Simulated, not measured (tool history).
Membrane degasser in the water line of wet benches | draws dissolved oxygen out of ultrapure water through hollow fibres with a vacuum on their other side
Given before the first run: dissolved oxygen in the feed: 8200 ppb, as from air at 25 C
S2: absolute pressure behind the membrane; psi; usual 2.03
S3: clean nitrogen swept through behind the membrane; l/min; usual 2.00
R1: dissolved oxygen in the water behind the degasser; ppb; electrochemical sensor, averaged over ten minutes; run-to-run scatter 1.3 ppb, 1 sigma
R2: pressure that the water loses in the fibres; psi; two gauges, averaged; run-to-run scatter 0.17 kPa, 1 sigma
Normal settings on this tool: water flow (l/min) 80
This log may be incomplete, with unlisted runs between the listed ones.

run 1 hour=0.0 | water_flow_(l/min)=80 S2=2.03 S3=2.00 | R1=813.8 R2=4.422
run 2 hour=52.2 | water_flow_(l/min)=80 S2=2.03 S3=2.00 | R1=812.9 R2=4.424
run 3 hour=154.4 | water_flow_(l/min)=80 S2=2.03 S3=2.00 | R1=813.4 R2=4.418
run 4 hour=227.8 | water_flow_(l/min)=80 S2=2.03 S3=2.00 | R1=809.6 R2=4.431
run 5 hour=334.4 | water_flow_(l/min)=80 S2=2.03 S3=3.13 | R1=574.5 R2=4.392
run 6 hour=442.1 | water_flow_(l/min)=80 S2=2.03 S3=3.13 | R1=575.8 R2=4.402
run 7 hour=514.3 | water_flow_(l/min)=80 S2=2.03 S3=2.00 | R1=814.9 R2=4.389
run 8 hour=598.0 | water_flow_(l/min)=54 S2=2.03 S3=2.00 | R1=600.1 R2=2.957
run 9 hour=702.5 | water_flow_(l/min)=80 S2=2.03 S3=1.48 | R1=1010.0 R2=4.403
run 10 hour=800.5 | water_flow_(l/min)=80 S2=2.03 S3=1.48 | R1=1011.1 R2=4.457
run 11 hour=880.2 | water_flow_(l/min)=80 S2=2.03 S3=1.48 | R1=1012.1 R2=4.441
run 12 hour=972.8 | water_flow_(l/min)=80 S2=2.03 S3=1.48 | R1=1012.8 R2=4.419
run 13 hour=1046.3 | water_flow_(l/min)=80 S2=3.54 S3=2.00 | R1=1466.3 R2=4.415
run 14 hour=1120.7 | water_flow_(l/min)=80 S2=2.03 S3=2.16 | R1=771.9 R2=4.412
run 15 hour=1226.5 | water_flow_(l/min)=80 S2=2.03 S3=2.16 | R1=771.8 R2=4.427
run 16 hour=1311.7 | water_flow_(l/min)=115 S2=2.03 S3=2.00 | R1=1064.2 R2=6.392
run 17 hour=1389.9 | water_flow_(l/min)=80 S2=2.03 S3=2.00 | R1=816.5 R2=4.461
run 18 hour=1448.2 | water_flow_(l/min)=80 S2=1.86 S3=2.61 | R1=599.3 R2=4.421
run 19 hour=1505.8 | water_flow_(l/min)=80 S2=1.86 S3=2.61 | R1=601.3 R2=4.435
run 20 hour=1587.0 | water_flow_(l/min)=107 S2=3.95 S3=2.00 | R1=1976.3 R2=5.968
run 21 hour=1669.8 | water_flow_(l/min)=107 S2=3.95 S3=2.00 | R1=1976.2 R2=5.944
run 22 hour=1751.7 | water_flow_(l/min)=75 S2=2.09 S3=3.26 | R1=548.1 R2=4.155
run 23 hour=1829.8 | water_flow_(l/min)=75 S2=2.09 S3=3.26 | R1=549.0 R2=4.190
run 24 hour=1915.6 | water_flow_(l/min)=94 S2=4.54 S3=0.81 | R1=3400.8 R2=5.205
run 25 hour=1994.2 | water_flow_(l/min)=109 S2=2.32 S3=3.14 | R1=859.1 R2=6.035
run 26 hour=2092.3 | water_flow_(l/min)=123 S2=1.83 S3=1.78 | R1=1042.8 R2=6.868
run 27 hour=2195.3 | water_flow_(l/min)=80 S2=1.36 S3=4.57 | R1=244.4 R2=4.444
run 28 hour=2257.7 | water_flow_(l/min)=80 S2=1.36 S3=4.57 | R1=244.6 R2=4.476
run 29 hour=2322.9 | water_flow_(l/min)=80 S2=1.36 S3=4.57 | R1=244.4 R2=4.467
run 30 hour=2372.8 | water_flow_(l/min)=56 S2=1.36 S3=5.22 | R1=156.3 R2=3.178
run 31 hour=2474.0 | water_flow_(l/min)=87 S2=3.93 S3=2.20 | R1=1595.6 R2=4.889
run 32 hour=2565.1 | water_flow_(l/min)=87 S2=3.93 S3=2.20 | R1=1600.4 R2=4.891
run 33 hour=2655.0 | water_flow_(l/min)=49 S2=2.03 S3=2.03 | R1=538.2 R2=2.770

Put back what was entered between runs (2 entries, withheld): which listed runs does each sit between, and how does the hidden state differ from the listed run before to the listed run after?
Logged between run 12 and run 13: seals of the vacuum lines changed (hour 997.1)
  membrane still open, %: 98 -> 97.9; true pressure behind the membrane over the reading, kPa: 0.21 -> 0.22; air that leaks in behind the membrane, l/min: 0.0046 -> 0.0037
  measured value less the no-hidden-state value, R1: +18.1 -> +13.2 ppb; R2: +0.090 -> +0.091 psi
Logged between run 25 and run 26: vacuum gauge calibrated (hour 2074.4)
  true pressure behind the membrane over the reading, kPa: 0.26 -> 0.01; air that leaks in behind the membrane, l/min: 0.0041 -> 0.0042
  measured value less the no-hidden-state value, R1: +16.7 -> +2.0 ppb; R2: +0.149 -> +0.170 psi

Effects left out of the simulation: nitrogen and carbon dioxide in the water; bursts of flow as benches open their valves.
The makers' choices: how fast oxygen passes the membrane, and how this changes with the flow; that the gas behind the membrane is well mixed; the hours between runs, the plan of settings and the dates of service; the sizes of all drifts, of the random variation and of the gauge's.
